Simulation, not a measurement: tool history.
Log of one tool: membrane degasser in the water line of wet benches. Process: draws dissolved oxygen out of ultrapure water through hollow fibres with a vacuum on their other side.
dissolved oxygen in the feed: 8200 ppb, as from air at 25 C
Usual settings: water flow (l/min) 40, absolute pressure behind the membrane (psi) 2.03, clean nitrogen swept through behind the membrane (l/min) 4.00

run,hour,water flow (l/min),absolute pressure behind the membrane (psi),clean nitrogen swept through behind the membrane (l/min),dissolved oxygen in the water behind the degasser (ppb),pressure that the water loses in the fibres (psi)
1,0.0,40,2.03,4.00,255.4,4.743
2,216.9,48,2.03,4.00,302.1,5.709
3,557.0,40,3.96,4.00,541.9,4.737
4,818.6,40,3.96,4.00,545.3,4.808
5,1066.1,40,3.96,4.00,546.8,4.779
6,1410.2,58,3.96,4.00,756.8,6.939
7,1747.2,40,3.38,4.00,461.2,4.785
8,2065.0,40,3.38,4.00,463.8,4.799
9,2217.9,40,3.38,4.00,462.4,4.783
10,2508.4,40,3.38,4.00,463.8,4.823
11,2752.4,40,3.38,4.00,464.7,4.825
12,2909.8,40,3.38,3.06,588.1,4.815
# hour 3052.0: membrane cartridge changed
13,3162.3,40,3.38,3.06,584.1,4.538
# hour 3274.0: vacuum gauge calibrated
14,3365.6,34,3.38,3.06,501.9,3.903
15,3689.1,40,2.03,7.70,140.3,4.580
16,3922.0,40,2.03,7.70,140.4,4.573
17,4113.8,40,2.03,3.41,294.1,4.566
18,4306.3,28,4.35,3.91,451.6,3.220
# hour 4330.3: seals of the vacuum lines changed
19,4624.8,28,4.35,3.91,438.8,3.197
20,4795.3,28,4.35,3.91,442.2,3.201
21,4971.4,30,3.42,2.57,528.1,3.452
22,5222.6,30,3.42,2.57,527.5,3.449
23,5565.6,40,1.78,1.98,402.6,4.612
24,5914.4,62,1.78,8.97,163.6,7.116
25,6112.5,56,4.45,3.36,949.7,6.457
26,6265.0,58,2.03,8.02,195.9,6.696
27,6506.4,25,2.03,2.06,302.4,2.888
28,6703.2,54,3.02,2.34,824.5,6.213
29,6872.0,40,2.03,5.46,193.3,4.630
30,7107.6,40,2.03,5.46,194.7,4.660
# hour 7202.1: vacuum gauge calibrated
31,7284.8,40,2.42,4.00,313.1,4.608

Measured less the same run without the tool's hidden state. The same run-to-run variation is in both; the gauge's scatter may not be:
The hidden state here: membrane still open, %; true pressure behind the membrane over the reading, kPa; air that leaks in behind the membrane, l/min; drift of the gauge itself on oxygen_ppb, %; drift of the gauge itself on loss_of_pressure_kpa, %.
run,dissolved oxygen in the water behind the degasser (ppb),pressure that the water loses in the fibres (psi)
1,+3.3,+0.196
2,+4.3,+0.239
3,+6.6,+0.206
4,+7.2,+0.209
5,+7.7,+0.215
6,+10.0,+0.319
7,+8.4,+0.225
8,+9.2,+0.231
9,+9.5,+0.232
10,+10.1,+0.238
11,+10.6,+0.242
12,+12.7,+0.244
13,+11.8,+0.003
14,+8.2,+0.004
15,+2.8,+0.010
16,+2.9,+0.015
17,+5.6,+0.017
18,+11.9,+0.015
19,+1.5,+0.016
20,+1.9,+0.019
21,+3.1,+0.023
22,+3.7,+0.025
23,+6.2,+0.038
24,+3.4,+0.067
25,+7.0,+0.065
26,+3.9,+0.071
27,+6.4,+0.032
28,+9.9,+0.075
29,+4.6,+0.058
30,+4.9,+0.062
31,+1.5,+0.064
